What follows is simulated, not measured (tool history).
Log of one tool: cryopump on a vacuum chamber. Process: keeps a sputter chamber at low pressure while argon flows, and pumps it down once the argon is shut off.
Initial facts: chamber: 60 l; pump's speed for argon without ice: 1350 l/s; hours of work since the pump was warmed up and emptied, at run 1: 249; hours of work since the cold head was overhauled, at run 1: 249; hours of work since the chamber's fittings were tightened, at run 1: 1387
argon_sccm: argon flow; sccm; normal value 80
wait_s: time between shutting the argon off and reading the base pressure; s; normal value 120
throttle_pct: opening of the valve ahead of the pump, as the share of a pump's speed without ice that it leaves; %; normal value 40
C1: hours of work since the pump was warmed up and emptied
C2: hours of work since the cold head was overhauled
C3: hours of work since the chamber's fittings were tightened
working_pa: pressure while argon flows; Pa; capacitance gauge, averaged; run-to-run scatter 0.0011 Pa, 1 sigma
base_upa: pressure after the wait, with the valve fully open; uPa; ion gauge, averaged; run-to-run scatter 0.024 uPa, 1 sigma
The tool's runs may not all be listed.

{"run": 1, "hour": 0.0, "argon_sccm": 80, "wait_s": 120, "throttle_pct": 40, "C1": 249, "C2": 249, "C3": 1387, "working_pa": 0.2712, "base_upa": 1.43}
{"run": 2, "hour": 43.4, "argon_sccm": 80, "wait_s": 120, "throttle_pct": 40, "C1": 284, "C2": 284, "C3": 1421, "working_pa": 0.2735, "base_upa": 1.49}
{"run": 3, "hour": 112.6, "argon_sccm": 80, "wait_s": 120, "throttle_pct": 40, "C1": 339, "C2": 339, "C3": 1476, "working_pa": 0.2796, "base_upa": 1.52}
{"run": 4, "hour": 143.3, "argon_sccm": 80, "wait_s": 120, "throttle_pct": 40, "C1": 364, "C2": 364, "C3": 1501, "working_pa": 0.2811, "base_upa": 1.56}
{"run": 5, "hour": 213.4, "argon_sccm": 80, "wait_s": 23, "throttle_pct": 40, "C1": 420, "C2": 420, "C3": 1557, "working_pa": 0.2904, "base_upa": 4.42}
{"hour": 283.2, "done": "pump warmed up, emptied and cooled again"}
{"run": 6, "hour": 287.2, "argon_sccm": 80, "wait_s": 120, "throttle_pct": 40, "C1": 3, "C2": 475, "C3": 1612, "working_pa": 0.2551, "base_upa": 1.37}
{"run": 7, "hour": 334.3, "argon_sccm": 80, "wait_s": 120, "throttle_pct": 40, "C1": 41, "C2": 512, "C3": 1649, "working_pa": 0.2543, "base_upa": 1.44}
{"run": 8, "hour": 374.9, "argon_sccm": 80, "wait_s": 120, "throttle_pct": 40, "C1": 73, "C2": 545, "C3": 1682, "working_pa": 0.2567, "base_upa": 1.43}
{"run": 9, "hour": 444.4, "argon_sccm": 80, "wait_s": 120, "throttle_pct": 40, "C1": 129, "C2": 600, "C3": 1737, "working_pa": 0.2627, "base_upa": 1.48}
{"run": 10, "hour": 510.5, "argon_sccm": 80, "wait_s": 120, "throttle_pct": 40, "C1": 181, "C2": 653, "C3": 1790, "working_pa": 0.265, "base_upa": 1.52}
{"run": 11, "hour": 563.9, "argon_sccm": 80, "wait_s": 120, "throttle_pct": 40, "C1": 224, "C2": 696, "C3": 1833, "working_pa": 0.2698, "base_upa": 1.57}
{"run": 12, "hour": 601.2, "argon_sccm": 80, "wait_s": 120, "throttle_pct": 40, "C1": 254, "C2": 725, "C3": 1863, "working_pa": 0.273, "base_upa": 1.59}
{"run": 13, "hour": 652.4, "argon_sccm": 80, "wait_s": 120, "throttle_pct": 40, "C1": 295, "C2": 766, "C3": 1903, "working_pa": 0.2778, "base_upa": 1.7}
{"run": 14, "hour": 693.0, "argon_sccm": 80, "wait_s": 120, "throttle_pct": 40, "C1": 327, "C2": 799, "C3": 1936, "working_pa": 0.2816, "base_upa": 1.69}
{"run": 15, "hour": 758.6, "argon_sccm": 56, "wait_s": 120, "throttle_pct": 40, "C1": 380, "C2": 851, "C3": 1988, "working_pa": 0.2025, "base_upa": 1.82}
{"run": 16, "hour": 811.0, "argon_sccm": 56, "wait_s": 120, "throttle_pct": 56, "C1": 421, "C2": 893, "C3": 2030, "working_pa": 0.1553, "base_upa": 1.85}
{"run": 17, "hour": 854.2, "argon_sccm": 56, "wait_s": 120, "throttle_pct": 56, "C1": 456, "C2": 927, "C3": 2065, "working_pa": 0.16, "base_upa": 1.92}
{"hour": 879.6, "done": "pump warmed up, emptied and cooled again"}
{"run": 18, "hour": 906.9, "argon_sccm": 81, "wait_s": 120, "throttle_pct": 40, "C1": 22, "C2": 965, "C3": 2103, "working_pa": 0.2572, "base_upa": 1.52}
{"run": 19, "hour": 970.3, "argon_sccm": 81, "wait_s": 120, "throttle_pct": 40, "C1": 72, "C2": 1016, "C3": 2153, "working_pa": 0.262, "base_upa": 1.55}
{"run": 20, "hour": 1042.9, "argon_sccm": 43, "wait_s": 77, "throttle_pct": 38, "C1": 130, "C2": 1074, "C3": 2211, "working_pa": 0.1475, "base_upa": 1.96}
{"run": 21, "hour": 1092.9, "argon_sccm": 147, "wait_s": 183, "throttle_pct": 34, "C1": 170, "C2": 1114, "C3": 2251, "working_pa": 0.5738, "base_upa": 1.49}
{"run": 22, "hour": 1122.9, "argon_sccm": 35, "wait_s": 183, "throttle_pct": 34, "C1": 194, "C2": 1138, "C3": 2275, "working_pa": 0.1356, "base_upa": 1.48}
{"run": 23, "hour": 1190.4, "argon_sccm": 35, "wait_s": 54, "throttle_pct": 16, "C1": 248, "C2": 1192, "C3": 2329, "working_pa": 0.2835, "base_upa": 2.63}
{"run": 24, "hour": 1224.7, "argon_sccm": 33, "wait_s": 100, "throttle_pct": 22, "C1": 276, "C2": 1219, "C3": 2356, "working_pa": 0.199, "base_upa": 2.02}
{"run": 25, "hour": 1287.2, "argon_sccm": 33, "wait_s": 108, "throttle_pct": 22, "C1": 325, "C2": 1269, "C3": 2406, "working_pa": 0.202, "base_upa": 2.05}
{"run": 26, "hour": 1319.4, "argon_sccm": 36, "wait_s": 28, "throttle_pct": 21, "C1": 351, "C2": 1295, "C3": 2432, "working_pa": 0.2312, "base_upa": 4.08}
{"run": 27, "hour": 1371.5, "argon_sccm": 45, "wait_s": 288, "throttle_pct": 40, "C1": 393, "C2": 1336, "C3": 2474, "working_pa": 0.1629, "base_upa": 1.65}
{"run": 28, "hour": 1436.0, "argon_sccm": 45, "wait_s": 288, "throttle_pct": 40, "C1": 444, "C2": 1388, "C3": 2525, "working_pa": 0.1692, "base_upa": 1.7}
{"hour": 1472.8, "done": "pump warmed up, emptied and cooled again"}
{"run": 29, "hour": 1485.7, "argon_sccm": 44, "wait_s": 120, "throttle_pct": 40, "C1": 10, "C2": 1423, "C3": 2561, "working_pa": 0.1389, "base_upa": 1.62}

Forecast run 30:
{"run": 30, "hour": 1536.8, "argon_sccm": 80, "wait_s": 169, "throttle_pct": 19, "C1": 51, "C2": 1464, "C3": 2602, "working_pa": "?", "base_upa": "?"}

Logged for run 30: working_pa 0.5368 Pa, base_upa 1.44 uPa.
With the hidden condition absent and the run-to-run variation left alone, this run would have shown working_pa 0.5299 Pa, base_upa 0.64 uPa.

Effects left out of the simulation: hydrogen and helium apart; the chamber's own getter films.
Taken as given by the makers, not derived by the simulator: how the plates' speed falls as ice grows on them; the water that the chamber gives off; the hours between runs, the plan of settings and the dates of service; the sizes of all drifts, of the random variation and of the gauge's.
